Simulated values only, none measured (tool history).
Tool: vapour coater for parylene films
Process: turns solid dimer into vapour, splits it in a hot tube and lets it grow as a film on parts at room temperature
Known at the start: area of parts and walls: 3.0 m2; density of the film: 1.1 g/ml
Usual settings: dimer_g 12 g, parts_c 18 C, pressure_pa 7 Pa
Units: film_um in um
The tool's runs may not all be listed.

| run | day | dimer_g | parts_c | pressure_pa | film_um |
|---|---|---|---|---|---|
| 1 | 0 | 12 | 18 | 7 | 2.45 |
| 2 | 0.929 | 12 | 18 | 7 | 2.45 |
| 3 | 1.708 | 12 | 18 | 7 | 2.45 |
| 4 | 2.229 | 12 | 18 | 7 | 2.45 |
| 5 | 2.675 | 12 | 18 | 7 | 2.46 |
| 6 | 3.3 | 12 | 18 | 7 | 2.46 |
| 7 | 3.883 | 12 | 18 | 7 | 2.42 |
| 8 | 4.412 | 12 | 18 | 7 | 2.42 |
| 9 | 5.112 | 12 | 18 | 7 | 2.46 |
| 10 | 5.504 | 12 | 18 | 7 | 2.43 |
|  | 6.592 | trap's valve overhauled |
| 11 | 6.592 | 12 | 17 | 3 | 2.86 |
| 12 | 7.338 | 12 | 17 | 3 | 2.83 |
| 13 | 7.962 | 10 | 11 | 9.75 | 2.51 |
| 14 | 8.408 | 5 | 21 | 7 | 0.92 |
| 15 | 9.121 | 9 | 11 | 8.41 | 2.29 |
| 16 | 9.633 | 6 | 11 | 8.41 | 1.54 |
| 17 | 10.3 | 6 | 11 | 8.41 | 1.54 |
| 18 | 11.183 | 11 | 19 | 3.16 | 2.41 |
| 19 | 11.579 | 5 | 28 | 3.17 | 0.8 |

Forecast each of these 4 alternatives for the next run:
| A | 12.008 | 14 | 20 | 7.47 | ? |
| B | 12.008 | 5 | 22 | 3.17 | ? |
| C | 12.008 | 5 | 18 | 7 | ? |
| D | 12.008 | 12 | 27 | 9.54 | ? |

| run | film_um |
|---|---|
| A | 2.66 |
| B | 0.99 |
| C | 1.01 |
| D | 1.72 |
Without the tool's hidden state the same runs would have given:
| run | film_um |
|---|---|
| A | 2.65 |
| B | 0.99 |
| C | 1.01 |
| D | 1.71 |

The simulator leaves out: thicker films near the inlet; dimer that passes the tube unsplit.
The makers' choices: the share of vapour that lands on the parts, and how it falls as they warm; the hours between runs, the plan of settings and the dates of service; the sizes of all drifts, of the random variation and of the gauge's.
